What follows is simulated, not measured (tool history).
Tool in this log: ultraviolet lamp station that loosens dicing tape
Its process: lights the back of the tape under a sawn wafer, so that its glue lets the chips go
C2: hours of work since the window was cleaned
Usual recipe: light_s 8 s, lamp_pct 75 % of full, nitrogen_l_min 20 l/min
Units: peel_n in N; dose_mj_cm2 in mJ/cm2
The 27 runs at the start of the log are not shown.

{"run": 28, "hour": 329.7, "light_s": 6, "lamp_pct": 78, "nitrogen_l_min": 20, "hours of work of the lamp": 216, "C2": 683, "peel_n": 1.106, "dose_mj_cm2": 320}
{"hour": 346.8, "done": "window cleaned of glue's vapour"}
{"run": 29, "hour": 346.8, "light_s": 8, "lamp_pct": 65, "nitrogen_l_min": 17, "hours of work of the lamp": 225, "C2": 0, "peel_n": 0.68, "dose_mj_cm2": 411}
{"run": 30, "hour": 357.7, "light_s": 8, "lamp_pct": 65, "nitrogen_l_min": 6, "hours of work of the lamp": 231, "C2": 6, "peel_n": 1.475, "dose_mj_cm2": 413}
{"run": 31, "hour": 368.3, "light_s": 8, "lamp_pct": 65, "nitrogen_l_min": 6, "hours of work of the lamp": 238, "C2": 12, "peel_n": 1.49, "dose_mj_cm2": 406}
{"run": 32, "hour": 377.3, "light_s": 10, "lamp_pct": 68, "nitrogen_l_min": 20, "hours of work of the lamp": 243, "C2": 17, "peel_n": 0.295, "dose_mj_cm2": 538}
{"run": 33, "hour": 385.8, "light_s": 10, "lamp_pct": 89, "nitrogen_l_min": 8, "hours of work of the lamp": 248, "C2": 22, "peel_n": 0.326, "dose_mj_cm2": 701}
{"run": 34, "hour": 400.1, "light_s": 10, "lamp_pct": 89, "nitrogen_l_min": 8, "hours of work of the lamp": 256, "C2": 30, "peel_n": 0.326, "dose_mj_cm2": 695}
{"run": 35, "hour": 416.3, "light_s": 10, "lamp_pct": 89, "nitrogen_l_min": 8, "hours of work of the lamp": 265, "C2": 40, "peel_n": 0.324, "dose_mj_cm2": 698}
{"run": 36, "hour": 428.9, "light_s": 8, "lamp_pct": 73, "nitrogen_l_min": 8, "hours of work of the lamp": 272, "C2": 47, "peel_n": 0.996, "dose_mj_cm2": 455}
{"run": 37, "hour": 440.2, "light_s": 8, "lamp_pct": 73, "nitrogen_l_min": 8, "hours of work of the lamp": 279, "C2": 53, "peel_n": 1.014, "dose_mj_cm2": 455}
{"run": 38, "hour": 451.0, "light_s": 8, "lamp_pct": 73, "nitrogen_l_min": 8, "hours of work of the lamp": 285, "C2": 60, "peel_n": 0.986, "dose_mj_cm2": 449}

Run 39 is up next; what results do you expect?
{"run": 39, "hour": 462.3, "light_s": 7, "lamp_pct": 73, "nitrogen_l_min": 37, "hours of work of the lamp": 291, "C2": 66, "peel_n": "?", "dose_mj_cm2": "?"}

{"run 39": {"peel_n": 0.486, "dose_mj_cm2": 397}}
On a tool with no hidden condition, and with the same random variation, this run would have come out at peel_n 0.378 N, dose_mj_cm2 435 mJ/cm2.
